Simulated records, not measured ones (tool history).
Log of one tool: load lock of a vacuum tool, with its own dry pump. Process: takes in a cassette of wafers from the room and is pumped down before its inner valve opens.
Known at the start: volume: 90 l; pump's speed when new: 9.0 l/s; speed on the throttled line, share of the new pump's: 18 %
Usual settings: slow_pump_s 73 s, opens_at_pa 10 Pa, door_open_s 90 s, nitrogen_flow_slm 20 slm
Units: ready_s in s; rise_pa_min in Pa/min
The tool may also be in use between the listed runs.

run,day,slow_pump_s,opens_at_pa,door_open_s,nitrogen_flow_slm,"incoming humidity of the room's air, %",ready_s,rise_pa_min
1,0,73,10,90,20,45.7,154,0.063
2,3.567,73,10,90,20,44.9,153.9,0.06
3,5.967,73,10,90,20,49.4,152.5,0.064
4,7.867,73,10,90,20,45.1,153.9,0.064
5,9.862,73,15,90,20,46,149.7,0.06
6,12.971,73,15,90,20,43.5,148.5,0.066
7,16.221,73,10,90,20,47.1,154.3,0.064
8,18.217,73,10,90,20,45,154,0.061
9,21.367,73,10,90,20,46.7,154.7,0.058
10,23.296,73,10,90,20,46.3,153,0.059
11,26.408,73,10,90,20,44.4,154.3,0.062
12,31.083,73,10,90,20,45.1,152.8,0.064
13,34.971,73,10,90,20,45.5,153.4,0.061
14,38.596,73,10,229,20,43.9,151.5,0.075
15,43.171,73,7,90,20,44.9,157.4,0.065
16,47.8,73,7,90,20,42.6,158.5,0.062
17,49.683,73,10,90,20,44.5,150.6,0.065
18,53.242,73,13,90,20,44.7,151.4,0.068
19,55.667,73,13,90,20,47.7,152.4,0.063
20,59.954,58,10,121,20,46.3,141.2,0.072
21,61.842,58,14,121,20,45.4,140,0.068
22,66.375,58,14,121,20,41.2,137.4,0.065
23,70.167,145,14,90,20,41.9,208.5,0.071
24,72.683,39,10,43,23,45.4,124.9,0.062
25,77.129,39,10,31,22,43.6,126.4,0.061
26,80.854,52,10,239,20,45.3,135.4,0.081
27,83.104,52,10,239,20,43.4,137.9,0.084
28,86.775,68,10,90,36,47.2,151.1,0.066
29,88.904,68,14,90,30,44.1,146.1,0.065
30,91.204,55,8,28,12,47.9,142.6,0.066
31,95.062,73,10,90,17,42.7,154.8,0.076
32,99.542,73,10,90,17,42.9,153.6,0.077
33,102.471,73,10,28,6,42.3,154.8,0.078
34,107.088,114,10,57,6,45.6,187.8,0.084
35,110.083,73,19,90,5,47.9,147.7,0.097
36,113.492,73,19,90,5,45.3,147.8,0.098
37,117.871,73,19,90,5,42.8,146.1,0.1
38,121.05,73,19,90,5,45.1,146,0.101

3 ways to go on from here, each from the tool as it stands after run 38. What would each give?
A,124.412,73,7,121,9,48.8,?,?
B,124.412,73,10,36,20,41.3,?,?
C,124.412,73,19,67,5,44.7,?,?

run,ready_s,rise_pa_min
A,157.1,0.104
B,153.8,0.061
C,147.3,0.093
Without the tool's hidden state the same runs would have given:
run,ready_s,rise_pa_min
A,155.8,0.049
B,152.6,0.008
C,146.2,0.038
